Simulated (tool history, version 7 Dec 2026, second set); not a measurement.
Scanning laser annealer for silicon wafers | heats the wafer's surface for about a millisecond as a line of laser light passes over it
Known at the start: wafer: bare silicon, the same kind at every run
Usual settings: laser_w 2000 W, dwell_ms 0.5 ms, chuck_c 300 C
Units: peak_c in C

| run | hour | laser_w | dwell_ms | chuck_c | peak_c |
|---|---|---|---|---|---|
| 1 | 0 | 2000 | 0.5 | 300 | 1106 |
| 2 | 7.7 | 2000 | 0.5 | 300 | 1104 |
| 3 | 14.6 | 2120 | 0.5 | 300 | 1164 |
| 4 | 21.9 | 2120 | 0.5 | 300 | 1163 |
| 5 | 29.1 | 2000 | 0.5 | 326 | 1132 |
| 6 | 36.6 | 2000 | 0.588 | 300 | 1163 |
| 7 | 42.5 | 2000 | 0.588 | 300 | 1165 |
| 8 | 48.8 | 2000 | 0.588 | 300 | 1163 |
| 9 | 54.1 | 2000 | 0.588 | 300 | 1166 |
| 10 | 59.2 | 2000 | 0.588 | 300 | 1165 |
| 11 | 66.5 | 2000 | 0.5 | 300 | 1108 |
| 12 | 70.2 | 2000 | 0.5 | 300 | 1106 |
| 13 | 78.4 | 2000 | 0.5 | 300 | 1105 |
| 14 | 84 | 2000 | 0.5 | 300 | 1107 |
| 15 | 89 | 2083 | 0.5 | 300 | 1145 |
| 16 | 96.9 | 2083 | 0.5 | 300 | 1139 |
| 17 | 102.9 | 2000 | 0.5 | 300 | 1106 |
| 18 | 107.4 | 2107 | 0.5 | 300 | 1152 |
| 19 | 115 | 2000 | 0.5 | 300 | 1101 |
| 20 | 121.8 | 2000 | 0.5 | 300 | 1103 |
| 21 | 127.6 | 2000 | 0.427 | 282 | 1030 |
| 22 | 132.9 | 2000 | 0.493 | 335 | 1133 |
| 23 | 141.2 | 1973 | 0.424 | 300 | 1040 |
| 24 | 146.8 | 1973 | 0.424 | 300 | 1039 |
| 25 | 152.3 | 2167 | 0.585 | 311 | 1252 |
| 26 | 156.9 | 2167 | 0.372 | 311 | 1090 |
| 27 | 165.4 | 1753 | 0.449 | 266 | 925 |
| 28 | 169.4 | 1982 | 0.449 | 290 | 1050 |
| 29 | 177.1 | 1982 | 0.449 | 290 | 1052 |
| 30 | 185.7 | 1982 | 0.449 | 290 | 1052 |
| 31 | 190.1 | 2194 | 0.469 | 273 | 1144 |
| 32 | 197.7 | 2069 | 0.5 | 300 | 1133 |
| 33 | 203.4 | 1871 | 0.408 | 310 | 992 |
| 34 | 211.2 | 1811 | 0.486 | 300 | 1002 |
| 35 | 216.6 | 2147 | 0.5 | 332 | 1205 |
| 36 | 220.4 | 1784 | 0.372 | 301 | 922 |
| 37 | 225.8 | 2000 | 0.422 | 300 | 1046 |
| 38 | 234.3 | 2000 | 0.422 | 300 | 1045 |

Forecast run 39:
| 39 | 242.2 | 2000 | 0.422 | 300 | ? |

{"run 39": {"peak_c": 1044}}
Without the tool's hidden state the same run would have given peak_c 1075 C.

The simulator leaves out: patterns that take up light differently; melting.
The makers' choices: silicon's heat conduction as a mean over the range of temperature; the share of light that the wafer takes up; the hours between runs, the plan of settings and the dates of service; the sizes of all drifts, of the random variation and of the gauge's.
